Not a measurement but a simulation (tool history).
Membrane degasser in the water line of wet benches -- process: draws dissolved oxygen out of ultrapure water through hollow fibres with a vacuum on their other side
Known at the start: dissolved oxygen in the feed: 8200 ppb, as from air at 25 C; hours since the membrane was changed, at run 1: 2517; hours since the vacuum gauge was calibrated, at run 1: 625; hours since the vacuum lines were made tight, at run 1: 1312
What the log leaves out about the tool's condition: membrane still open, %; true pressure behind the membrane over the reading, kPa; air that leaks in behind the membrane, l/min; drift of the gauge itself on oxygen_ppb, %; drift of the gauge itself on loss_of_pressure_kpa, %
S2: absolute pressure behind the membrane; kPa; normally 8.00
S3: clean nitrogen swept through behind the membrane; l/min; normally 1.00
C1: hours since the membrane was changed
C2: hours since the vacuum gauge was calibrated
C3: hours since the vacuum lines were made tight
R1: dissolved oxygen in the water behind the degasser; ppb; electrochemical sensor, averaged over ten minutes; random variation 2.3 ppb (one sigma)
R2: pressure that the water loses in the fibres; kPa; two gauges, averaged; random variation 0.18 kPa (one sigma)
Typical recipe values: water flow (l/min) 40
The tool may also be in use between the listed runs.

Run 1, hour 0.0: usual settings; C1 2517; C2 625; C3 1312. Result: R1 534.6 ppb, R2 64.75 kPa.
Run 2, hour 61.1: usual settings but S2 13.22 kPa; C1 2578; C2 687; C3 1374. Result: R1 894.3 ppb, R2 65.02 kPa.
Run 3, hour 109.0: usual settings but S2 8.08 kPa; C1 2626; C2 734; C3 1421. Result: R1 539.9 ppb, R2 64.83 kPa.
Run 4, hour 173.5: usual settings but S2 8.08 kPa; C1 2691; C2 799; C3 1486. Result: R1 533.9 ppb, R2 64.91 kPa.
Run 5, hour 212.1: usual settings but S2 8.08 kPa; C1 2729; C2 838; C3 1525. Result: R1 538.8 ppb, R2 64.98 kPa.
Run 6, hour 256.2: usual settings but S2 8.08 kPa; C1 2773; C2 882; C3 1569. Result: R1 538.0 ppb, R2 65.15 kPa.
Run 7, hour 309.6: usual settings but water flow (l/min) 29; C1 2827; C2 935; C3 1622. Result: R1 353.2 ppb, R2 47.05 kPa.
Run 8, hour 391.9: usual settings but water flow (l/min) 41; C1 2909; C2 1017; C3 1704. Result: R1 550.4 ppb, R2 66.48 kPa.
Run 9, hour 464.7: usual settings but S3 2.31 l/min; C1 2982; C2 1090; C3 1777. Result: R1 350.8 ppb, R2 64.83 kPa.
Run 10, hour 511.0: usual settings but S3 2.31 l/min; C1 3028; C2 1136; C3 1823. Result: R1 351.0 ppb, R2 64.91 kPa.
Run 11, hour 560.2: usual settings but S3 2.31 l/min; C1 3077; C2 1186; C3 1873. Result: R1 352.1 ppb, R2 65.30 kPa.
Run 12, hour 618.6: usual settings but S3 2.31 l/min; C1 3136; C2 1244; C3 1931. Result: R1 349.5 ppb, R2 65.15 kPa.
Run 13, hour 671.7: usual settings but S3 2.31 l/min; C1 3189; C2 1297; C3 1984. Result: R1 352.8 ppb, R2 64.90 kPa.
Run 14, hour 756.5: usual settings but S3 1.50 l/min; C1 3274; C2 1382; C3 2069. Result: R1 432.1 ppb, R2 64.82 kPa.
Run 15, hour 844.4: usual settings; C1 3362; C2 1470; C3 2157. Result: R1 534.1 ppb, R2 65.24 kPa.
Run 16, hour 928.1: usual settings; C1 3445; C2 1554; C3 2241. Result: R1 535.1 ppb, R2 65.19 kPa.
Run 17, hour 1013.1: usual settings but water flow (l/min) 43, S3 1.56 l/min; C1 3530; C2 1639; C3 2326. Result: R1 478.7 ppb, R2 69.94 kPa.
Run 18, hour 1051.8: usual settings but water flow (l/min) 43, S3 1.56 l/min; C1 3569; C2 1677; C3 2364. Result: R1 473.5 ppb, R2 69.89 kPa.
Run 19, hour 1124.3: usual settings but water flow (l/min) 49, S2 10.98 kPa; C1 3641; C2 1750; C3 2437. Result: R1 940.1 ppb, R2 79.85 kPa.
Run 20, hour 1205.0: usual settings but water flow (l/min) 28, S2 5.87 kPa, S3 0.75 l/min; C1 3722; C2 1830; C3 2517. Result: R1 259.2 ppb, R2 45.44 kPa.
Run 21, hour 1297.0: usual settings but water flow (l/min) 37, S2 12.72 kPa, S3 1.18 l/min; C1 3814; C2 1922; C3 2609. Result: R1 713.6 ppb, R2 60.39 kPa.
Run 22, hour 1349.6: usual settings but water flow (l/min) 37, S2 12.72 kPa, S3 1.18 l/min; C1 3867; C2 1975; C3 2662. Result: R1 717.6 ppb, R2 59.78 kPa.
Run 23, hour 1430.6: usual settings but water flow (l/min) 37, S2 5.15 kPa, S3 0.81 l/min; C1 3948; C2 2056; C3 2743. Result: R1 310.9 ppb, R2 60.17 kPa.
Run 24, hour 1497.1: usual settings but water flow (l/min) 37, S2 5.15 kPa, S3 0.81 l/min; C1 4014; C2 2123; C3 2810. Result: R1 314.4 ppb, R2 60.01 kPa.
Run 25, hour 1553.9: usual settings but water flow (l/min) 38, S2 19.37 kPa, S3 1.21 l/min; C1 4071; C2 2179; C3 2866. Result: R1 1076.0 ppb, R2 61.99 kPa.
Run 26, hour 1592.9: usual settings but water flow (l/min) 30; C1 4110; C2 2218; C3 2905. Result: R1 369.7 ppb, R2 48.70 kPa.
Run 27, hour 1651.1: usual settings but water flow (l/min) 26, S2 5.76 kPa, S3 0.92 l/min; C1 4168; C2 2277; C3 2964. Result: R1 202.2 ppb, R2 42.58 kPa.
Run 28, hour 1728.6: usual settings but water flow (l/min) 64; C1 4246; C2 2354; C3 3041. Result: R1 975.8 ppb, R2 104.19 kPa.
Run 29, hour 1799.6: usual settings but S2 13.27 kPa, S3 0.66 l/min; C1 4317; C2 2425; C3 3112. Result: R1 1157.2 ppb, R2 65.00 kPa.
Run 30, hour 1865.5: usual settings but S2 13.27 kPa, S3 0.66 l/min; C1 4383; C2 2491; C3 3178. Result: R1 1152.9 ppb, R2 65.18 kPa.
Run 31, hour 1932.7: usual settings but S2 15.93 kPa, S3 1.43 l/min; C1 4450; C2 2558; C3 3245. Result: R1 858.4 ppb, R2 64.98 kPa.
Run 32, hour 2020.9: usual settings but S2 9.47 kPa, S3 1.02 l/min; C1 4538; C2 2646; C3 3333. Result: R1 637.4 ppb, R2 64.94 kPa.

A few steps of R1 between consecutive runs. Split each: what settings, incoming material and random variation would produce without the hidden state, and what is left over for the hidden state, along with gauge scatter present in only one of the two compared results (measured, and without hidden state):
Run 19 -> 20: water flow (l/min) 49 -> 28, S2 10.98 -> 5.87, S3 1.00 -> 0.75. R1 -680.9 ppb: hidden state -4.2, all else -676.7.
Run 24 -> 25: water flow (l/min) 37 -> 38, S2 5.15 -> 19.37, S3 0.81 -> 1.21. R1 +761.6 ppb: hidden state -2.2, all else +763.8.
Run 25 -> 26: water flow (l/min) 38 -> 30, S2 19.37 -> 8.00, S3 1.21 -> 1.00. R1 -706.3 ppb: hidden state -1.2, all else -705.1.
Run 27 -> 28: water flow (l/min) 26 -> 64, S2 5.76 -> 8.00, S3 0.92 -> 1.00. R1 +773.6 ppb: hidden state +11.7, all else +761.9.
Run 28 -> 29: water flow (l/min) 64 -> 40, S2 8.00 -> 13.27, S3 1.00 -> 0.66. R1 +181.4 ppb: hidden state -7.0, all else +188.4.

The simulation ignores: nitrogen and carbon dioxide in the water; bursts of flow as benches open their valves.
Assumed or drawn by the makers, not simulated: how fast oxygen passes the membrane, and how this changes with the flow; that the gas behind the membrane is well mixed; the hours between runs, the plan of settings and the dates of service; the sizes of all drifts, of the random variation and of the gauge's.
